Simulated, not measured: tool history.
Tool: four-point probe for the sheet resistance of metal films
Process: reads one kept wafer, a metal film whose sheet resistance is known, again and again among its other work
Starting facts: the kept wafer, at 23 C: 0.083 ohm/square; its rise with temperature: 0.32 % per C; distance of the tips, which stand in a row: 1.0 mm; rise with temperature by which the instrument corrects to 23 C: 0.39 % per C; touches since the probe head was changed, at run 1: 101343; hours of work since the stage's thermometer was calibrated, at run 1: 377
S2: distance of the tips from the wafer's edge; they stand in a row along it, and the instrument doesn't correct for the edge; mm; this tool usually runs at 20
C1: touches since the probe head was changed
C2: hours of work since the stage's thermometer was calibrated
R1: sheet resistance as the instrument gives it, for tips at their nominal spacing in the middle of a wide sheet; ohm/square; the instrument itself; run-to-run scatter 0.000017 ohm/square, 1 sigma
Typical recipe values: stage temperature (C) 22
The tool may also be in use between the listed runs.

run 1 hour=0 | stage_temperature_(C)=22 S2=20 | C1=101343 C2=377 | R1=0.08315
run 2 hour=8.9 | stage_temperature_(C)=22 S2=20 | C1=101729 C2=382 | R1=0.083172
run 3 hour=30.7 | stage_temperature_(C)=20 S2=20 | C1=102669 C2=394 | R1=0.083271
run 4 hour=43.3 | stage_temperature_(C)=22 S2=42 | C1=103209 C2=401 | R1=0.083088
run 5 hour=52 | stage_temperature_(C)=22 S2=23 | C1=103587 C2=406 | R1=0.083121
run 6 hour=63.2 | stage_temperature_(C)=22 S2=20 | C1=104070 C2=412 | R1=0.083142
run 7 hour=84.3 | stage_temperature_(C)=22 S2=20 | C1=104980 C2=423 | R1=0.083178
run 8 hour=95.1 | stage_temperature_(C)=22 S2=20 | C1=105447 C2=429 | R1=0.083184
run 9 hour=116.5 | stage_temperature_(C)=22 S2=20 | C1=106368 C2=441 | R1=0.083154
run 10 hour=129.2 | stage_temperature_(C)=29 S2=20 | C1=106914 C2=448 | R1=0.082782
run 11 hour=138.8 | stage_temperature_(C)=22 S2=20 | C1=107330 C2=453 | R1=0.083156
run 12 hour=157.6 | stage_temperature_(C)=22 S2=20 | C1=108142 C2=463 | R1=0.083177
run 13 hour=179 | stage_temperature_(C)=22 S2=20 | C1=109065 C2=475 | R1=0.083131
run 14 hour=190.2 | stage_temperature_(C)=24 S2=20 | C1=109548 C2=481 | R1=0.083044
run 15 hour=208.3 | stage_temperature_(C)=32 S2=20 | C1=110326 C2=491 | R1=0.082601
run 16 hour=228.3 | stage_temperature_(C)=32 S2=20 | C1=111188 C2=502 | R1=0.082647
run 17 hour=246 | stage_temperature_(C)=22 S2=73 | C1=111954 C2=512 | R1=0.083068
run 18 hour=264.4 | stage_temperature_(C)=22 S2=73 | C1=112746 C2=522 | R1=0.083039
run 19 hour=278 | stage_temperature_(C)=22 S2=73 | C1=113334 C2=529 | R1=0.083038
run 20 hour=294.3 | stage_temperature_(C)=22 S2=73 | C1=114036 C2=538 | R1=0.083064
run 21 hour=308.9 | stage_temperature_(C)=22 S2=38 | C1=114664 C2=546 | R1=0.083109
run 22 hour=328.1 | stage_temperature_(C)=22 S2=20 | C1=115494 C2=556 | R1=0.083142
run 23 hour=343 | stage_temperature_(C)=22 S2=20 | C1=116137 C2=564 | R1=0.083142
run 24 hour=357.1 | stage_temperature_(C)=22 S2=62 | C1=116746 C2=572 | R1=0.083049
run 25 hour=370.2 | stage_temperature_(C)=22 S2=4 | C1=117309 C2=579 | R1=0.085735
run 26 hour=386.9 | stage_temperature_(C)=22 S2=4 | C1=118031 C2=588 | R1=0.085759
run 27 hour=401.5 | stage_temperature_(C)=22 S2=4 | C1=118658 C2=596 | R1=0.085729
run 28 hour=414.1 | stage_temperature_(C)=22 S2=4 | C1=119202 C2=603 | R1=0.085753
run 29 hour=424.1 | stage_temperature_(C)=24 S2=17 | C1=119635 C2=609 | R1=0.08308
run 30 hour=439.3 | stage_temperature_(C)=24 S2=17 | C1=120291 C2=617 | R1=0.083073
run 31 hour=457.7 | stage_temperature_(C)=30 S2=3 | C1=121084 C2=627 | R1=0.087286
run 32 hour=479.1 | stage_temperature_(C)=28 S2=11 | C1=122007 C2=639 | R1=0.083095
run 33 hour=498.7 | stage_temperature_(C)=22 S2=4 | C1=122853 C2=649 | R1=0.085766
run 34 hour=519.3 | stage_temperature_(C)=27 S2=73 | C1=123738 C2=661 | R1=0.082757
run 35 hour=540.9 | stage_temperature_(C)=22 S2=49 | C1=124670 C2=672 | R1=0.083062
run 36 hour=556.7 | stage_temperature_(C)=21 S2=54 | C1=125354 C2=681 | R1=0.083093
run 37 hour=577.5 | stage_temperature_(C)=20 S2=15 | C1=126251 C2=692 | R1=0.08332
run 38 hour=590 | stage_temperature_(C)=20 S2=15 | C1=126787 C2=699 | R1=0.083359
-- hour=594.8 new probe head fitted
run 39 hour=609.1 | stage_temperature_(C)=22 S2=36 | C1=618 C2=709 | R1=0.083095
run 40 hour=628.7 | stage_temperature_(C)=25 S2=20 | C1=1460 C2=720 | R1=0.082981
run 41 hour=649.9 | stage_temperature_(C)=30 S2=3 | C1=2378 C2=731 | R1=0.087268
run 42 hour=667.2 | stage_temperature_(C)=30 S2=3 | C1=3123 C2=741 | R1=0.087294
run 43 hour=682.2 | stage_temperature_(C)=30 S2=3 | C1=3767 C2=749 | R1=0.087254
run 44 hour=702.2 | stage_temperature_(C)=24 S2=11 | C1=4632 C2=760 | R1=0.083305
run 45 hour=713.6 | stage_temperature_(C)=22 S2=9 | C1=5123 C2=766 | R1=0.083581

Below, each run's measurement less what the same run would have read without the hidden state. Both values contain the same run-to-run variation, but the gauge's scatter may not be the same in both:
What the log doesn't record here: inner tips' distance over the nominal, %; tips' flats over new ones', %; wafer's true temperature over the reading, C; drift of the gauge itself on sheet_ohm, %.
run=1 R1=-0.000015
run=2 R1=-0.000016
run=3 R1=-0.000016
run=4 R1=-0.000016
run=5 R1=-0.000015
run=6 R1=-0.000015
run=7 R1=-0.000015
run=8 R1=-0.000016
run=9 R1=-0.000016
run=10 R1=-0.000015
run=11 R1=-0.000016
run=12 R1=-0.000015
run=13 R1=-0.000016
run=14 R1=-0.000016
run=15 R1=-0.000015
run=16 R1=-0.000016
run=17 R1=-0.000016
run=18 R1=-0.000016
run=19 R1=-0.000016
run=20 R1=-0.000016
run=21 R1=-0.000016
run=22 R1=-0.000016
run=23 R1=-0.000017
run=24 R1=-0.000016
run=25 R1=-0.000017
run=26 R1=-0.000017
run=27 R1=-0.000017
run=28 R1=-0.000017
run=29 R1=-0.000017
run=30 R1=-0.000017
run=31 R1=-0.000017
run=32 R1=-0.000017
run=33 R1=-0.000017
run=34 R1=-0.000016
run=35 R1=-0.000017
run=36 R1=-0.000017
run=37 R1=-0.000017
run=38 R1=-0.000018
run=39 R1=-0.000004
run=40 R1=-0.000004
run=41 R1=-0.000004
run=42 R1=-0.000004
run=43 R1=-0.000004
run=44 R1=-0.000004
run=45 R1=-0.000004

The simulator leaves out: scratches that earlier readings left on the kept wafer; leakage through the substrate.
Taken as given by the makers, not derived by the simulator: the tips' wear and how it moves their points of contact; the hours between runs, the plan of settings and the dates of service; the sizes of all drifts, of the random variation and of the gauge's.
